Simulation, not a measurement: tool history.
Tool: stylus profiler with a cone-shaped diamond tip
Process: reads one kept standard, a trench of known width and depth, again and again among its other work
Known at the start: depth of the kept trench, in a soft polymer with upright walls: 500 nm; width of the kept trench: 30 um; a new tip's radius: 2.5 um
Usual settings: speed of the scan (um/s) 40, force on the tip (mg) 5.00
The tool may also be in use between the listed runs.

run	hour	speed of the scan (um/s)	force on the tip (mg)	depth of the trench (Å)	width of the trench's floor (um)
1	0.0	40	5.00	5065.9	26.51
2	36.2	40	5.00	5066.5	26.47
3	72.9	40	2.79	5050.1	26.48
4	101.5	40	12.53	5110.4	26.46
5	118.6	40	12.53	5110.5	26.48
6	153.1	37	5.00	5068.6	26.41
7	172.0	40	5.00	5067.5	26.39
8	197.9	40	5.00	5067.9	26.42
9	228.5	40	5.00	5068.9	26.38
10	244.5	40	5.00	5068.5	26.35
11	274.3	40	5.00	5069.2	26.36
12	312.2	40	5.00	5070.7	26.33
13	329.8	40	5.00	5070.6	26.35
14	349.1	40	5.00	5071.0	26.30
15	377.3	40	5.00	5068.4	26.27
16	395.8	40	5.00	5070.0	26.27
17	417.1	40	5.00	5071.3	26.29
18	433.5	59	5.00	5071.3	26.25
19	450.4	152	5.00	5071.5	26.15
20	484.9	25	5.00	5068.2	26.26
21	507.3	40	7.19	5086.2	26.20
22	543.2	40	8.36	5095.6	26.20
23	567.8	29	7.13	5089.3	26.18
24	587.7	16	9.47	5102.6	26.21
25	625.2	41	2.32	5051.1	26.12
26	653.0	41	2.32	5054.1	26.11
# hour 655.2: height scale calibrated on a step standard
27	673.8	74	4.32	5076.4	26.08
28	701.9	12	5.00	5080.9	26.17
29	721.0	10	2.31	5060.7	26.14
30	755.2	10	2.31	5060.6	26.13
31	775.2	31	9.38	5112.0	26.08
# hour 789.4: height scale calibrated on a step standard, once more
32	810.2	31	9.38	5080.3	26.05
33	844.4	96	7.01	5066.8	26.03
34	865.1	96	7.01	5067.6	25.95
35	901.4	40	8.36	5077.8	26.06
36	919.4	128	8.17	5074.7	25.97
37	939.4	128	8.17	5074.9	25.87
38	958.2	128	8.17	5076.2	25.96
39	982.7	128	8.17	5079.7	25.93
40	1010.1	96	1.74	5028.1	25.85
41	1035.7	96	1.74	5030.2	25.84
42	1053.3	96	1.74	5028.2	25.81
43	1090.9	28	3.48	5047.4	25.88
44	1109.1	110	2.49	5037.7	25.79

The same runs without the tool's hidden state, with the same run-to-run variation:
The hidden state here: radius of the tip, um; height scale over the true one, %; drift of the gauge itself on depth_nm, %; drift of the gauge itself on floor_um, %.
run	depth of the trench (Å)	width of the trench's floor (um)
1	5052.6	26.96
2	5052.8	26.94
3	5035.8	26.98
4	5095.6	26.97
5	5095.5	27.00
6	5053.2	26.94
7	5051.8	26.94
8	5051.9	26.98
9	5052.4	26.96
10	5051.8	26.94
11	5052.1	26.97
12	5053.1	26.96
13	5052.7	26.99
14	5052.9	26.94
15	5049.8	26.93
16	5051.2	26.95
17	5052.2	26.98
18	5051.9	26.94
19	5051.9	26.86
20	5048.2	26.99
21	5065.8	26.93
22	5074.6	26.95
23	5068.0	26.95
24	5080.9	26.99
25	5029.1	26.92
26	5031.7	26.92
27	5046.6	26.90
28	5050.7	27.01
29	5030.4	26.99
30	5029.7	27.00
31	5080.6	26.95
32	5079.7	26.94
33	5065.7	26.93
34	5066.1	26.87
35	5075.8	26.99
36	5072.5	26.91
37	5072.4	26.82
38	5073.4	26.92
39	5076.6	26.91
40	5024.6	26.84
41	5026.4	26.84
42	5024.1	26.82
43	5042.8	26.91
44	5032.9	26.82

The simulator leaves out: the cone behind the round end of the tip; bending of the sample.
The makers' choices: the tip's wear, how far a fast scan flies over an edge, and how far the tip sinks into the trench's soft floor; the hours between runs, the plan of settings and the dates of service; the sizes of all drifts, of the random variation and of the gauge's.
